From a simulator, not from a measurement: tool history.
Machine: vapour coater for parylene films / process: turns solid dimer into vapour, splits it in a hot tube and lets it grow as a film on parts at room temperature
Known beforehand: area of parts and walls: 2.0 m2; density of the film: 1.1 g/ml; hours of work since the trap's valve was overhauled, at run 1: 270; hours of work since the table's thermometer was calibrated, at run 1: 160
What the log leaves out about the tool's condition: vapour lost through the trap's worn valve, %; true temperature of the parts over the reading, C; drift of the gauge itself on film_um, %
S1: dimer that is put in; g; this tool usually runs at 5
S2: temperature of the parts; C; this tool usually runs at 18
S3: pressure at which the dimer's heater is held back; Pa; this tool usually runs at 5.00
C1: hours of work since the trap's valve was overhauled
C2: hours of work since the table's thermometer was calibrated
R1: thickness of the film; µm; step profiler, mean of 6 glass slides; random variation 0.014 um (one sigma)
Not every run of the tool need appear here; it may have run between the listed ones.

run,hour,S1,S2,S3,C1,C2,R1
1,0.0,5,18,5.00,270,160,1.70
2,22.6,5,18,5.00,288,178,1.69
3,49.4,5,18,5.00,309,199,1.68
4,94.2,5,17,5.00,345,234,1.74
5,132.2,5,18,7.31,375,264,1.57
6,175.2,5,18,4.89,409,299,1.69
7,223.6,5,18,5.00,447,337,1.68
8,275.1,5,18,5.00,488,378,1.69
9,314.8,5,18,5.00,519,409,1.68
10,342.9,5,18,5.00,542,432,1.67
# hour 384.3: trap's valve overhauled
11,388.2,5,18,5.00,3,464,1.69
12,421.4,5,18,5.00,29,491,1.68
13,473.4,5,18,5.00,71,532,1.69
14,521.7,5,18,5.00,109,570,1.68
15,569.4,5,18,5.00,147,608,1.70
16,608.4,5,18,5.00,178,639,1.68
17,633.7,5,18,5.00,198,659,1.66
18,680.9,5,18,5.00,235,696,1.66
19,712.1,5,18,5.00,260,721,1.70
20,763.1,5,18,5.00,300,762,1.66
21,811.6,5,18,5.00,339,800,1.68
22,848.5,5,18,5.00,368,829,1.68
23,889.4,5,18,5.00,401,862,1.66
24,922.3,5,18,5.00,427,888,1.69
25,952.1,5,18,9.31,450,911,1.54
26,983.6,7,18,7.14,475,936,2.23
27,1024.0,5,12,6.41,507,968,2.13
28,1057.7,7,20,3.76,534,995,2.23
29,1086.8,4,18,6.47,557,1018,1.28
# hour 1106.4: trap's valve overhauled
30,1112.7,8,12,2.28,5,1036,3.57
31,1140.1,8,12,2.28,27,1057,3.53
32,1175.2,5,18,2.45,55,1085,1.88
33,1197.3,3,10,5.39,72,1103,1.33
34,1236.7,2,23,9.92,103,1134,0.50
35,1259.6,6,21,6.55,122,1152,1.67
36,1298.8,6,14,5.00,153,1183,2.43
37,1325.8,3,18,11.82,174,1205,0.88
38,1351.6,5,17,5.09,194,1225,1.77
39,1373.6,2,19,5.09,212,1242,0.63

Forecast run 40:
40,1413.1,3,12,4.37,243,1274,?

R1: 1.31 µm
Without the tool's hidden state the same run would have given R1 1.31 µm.
